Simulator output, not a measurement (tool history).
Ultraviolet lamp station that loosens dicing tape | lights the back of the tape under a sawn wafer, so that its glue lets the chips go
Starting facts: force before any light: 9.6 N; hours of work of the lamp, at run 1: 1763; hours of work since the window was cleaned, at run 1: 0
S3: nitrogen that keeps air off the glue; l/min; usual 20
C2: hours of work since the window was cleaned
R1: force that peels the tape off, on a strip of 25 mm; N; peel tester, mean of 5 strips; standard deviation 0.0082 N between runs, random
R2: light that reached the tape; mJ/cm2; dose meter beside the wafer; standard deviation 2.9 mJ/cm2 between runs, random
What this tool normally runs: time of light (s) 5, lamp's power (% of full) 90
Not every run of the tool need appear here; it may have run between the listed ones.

{"run": 1, "hour": 0.0, "time of light (s)": 5, "lamp's power (% of full)": 90, "S3": 20, "hours of work of the lamp": 1763, "C2": 0, "R1": 1.039, "R2": 227}
{"run": 2, "hour": 56.6, "time of light (s)": 6, "lamp's power (% of full)": 90, "S3": 20, "hours of work of the lamp": 1792, "C2": 29, "R1": 0.75, "R2": 268}
{"hour": 79.0, "done": "lamp changed"}
{"run": 3, "hour": 99.3, "time of light (s)": 5, "lamp's power (% of full)": 90, "S3": 26, "hours of work of the lamp": 11, "C2": 51, "R1": 0.305, "R2": 399}
{"run": 4, "hour": 143.6, "time of light (s)": 5, "lamp's power (% of full)": 90, "S3": 26, "hours of work of the lamp": 34, "C2": 74, "R1": 0.321, "R2": 390}
{"run": 5, "hour": 244.7, "time of light (s)": 5, "lamp's power (% of full)": 90, "S3": 11, "hours of work of the lamp": 86, "C2": 127, "R1": 0.474, "R2": 378}
{"run": 6, "hour": 318.2, "time of light (s)": 5, "lamp's power (% of full)": 90, "S3": 11, "hours of work of the lamp": 125, "C2": 165, "R1": 0.512, "R2": 367}
{"run": 7, "hour": 367.8, "time of light (s)": 5, "lamp's power (% of full)": 90, "S3": 11, "hours of work of the lamp": 150, "C2": 191, "R1": 0.509, "R2": 360}
{"hour": 416.9, "done": "window cleaned of glue's vapour"}
{"run": 8, "hour": 433.0, "time of light (s)": 5, "lamp's power (% of full)": 90, "S3": 11, "hours of work of the lamp": 184, "C2": 8, "R1": 0.466, "R2": 390}
{"run": 9, "hour": 534.0, "time of light (s)": 5, "lamp's power (% of full)": 85, "S3": 12, "hours of work of the lamp": 237, "C2": 61, "R1": 0.531, "R2": 354}
{"run": 10, "hour": 583.8, "time of light (s)": 5, "lamp's power (% of full)": 85, "S3": 12, "hours of work of the lamp": 263, "C2": 87, "R1": 0.539, "R2": 350}
{"run": 11, "hour": 686.1, "time of light (s)": 5, "lamp's power (% of full)": 85, "S3": 9, "hours of work of the lamp": 316, "C2": 140, "R1": 0.691, "R2": 335}
{"run": 12, "hour": 729.6, "time of light (s)": 5, "lamp's power (% of full)": 93, "S3": 24, "hours of work of the lamp": 339, "C2": 163, "R1": 0.386, "R2": 365}
{"run": 13, "hour": 775.2, "time of light (s)": 5, "lamp's power (% of full)": 76, "S3": 20, "hours of work of the lamp": 362, "C2": 187, "R1": 0.637, "R2": 290}
{"hour": 829.9, "done": "window cleaned of glue's vapour"}
{"run": 14, "hour": 868.7, "time of light (s)": 2, "lamp's power (% of full)": 90, "S3": 10, "hours of work of the lamp": 411, "C2": 20, "R1": 2.599, "R2": 146}
{"run": 15, "hour": 935.3, "time of light (s)": 5, "lamp's power (% of full)": 65, "S3": 8, "hours of work of the lamp": 445, "C2": 55, "R1": 1.213, "R2": 257}
{"run": 16, "hour": 989.5, "time of light (s)": 2, "lamp's power (% of full)": 92, "S3": 12, "hours of work of the lamp": 474, "C2": 83, "R1": 2.598, "R2": 141}

Forecast each of these 3 alternatives for the next run:
{"run": "A", "hour": 1057.2, "time of light (s)": 5, "lamp's power (% of full)": 90, "S3": 6, "hours of work of the lamp": 509, "C2": 118, "R1": "?", "R2": "?"}
{"run": "B", "hour": 1057.2, "time of light (s)": 6, "lamp's power (% of full)": 62, "S3": 28, "hours of work of the lamp": 509, "C2": 118, "R1": "?", "R2": "?"}
{"run": "C", "hour": 1057.2, "time of light (s)": 5, "lamp's power (% of full)": 69, "S3": 20, "hours of work of the lamp": 509, "C2": 118, "R1": "?", "R2": "?"}

run=A R1=0.805 R2=342
run=B R1=0.600 R2=281
run=C R1=0.813 R2=265
Take away the tool's hidden state, keep each run's random variation, and the runs would have read:
run=A R1=0.546 R2=411
run=B R1=0.410 R2=338
run=C R1=0.553 R2=318
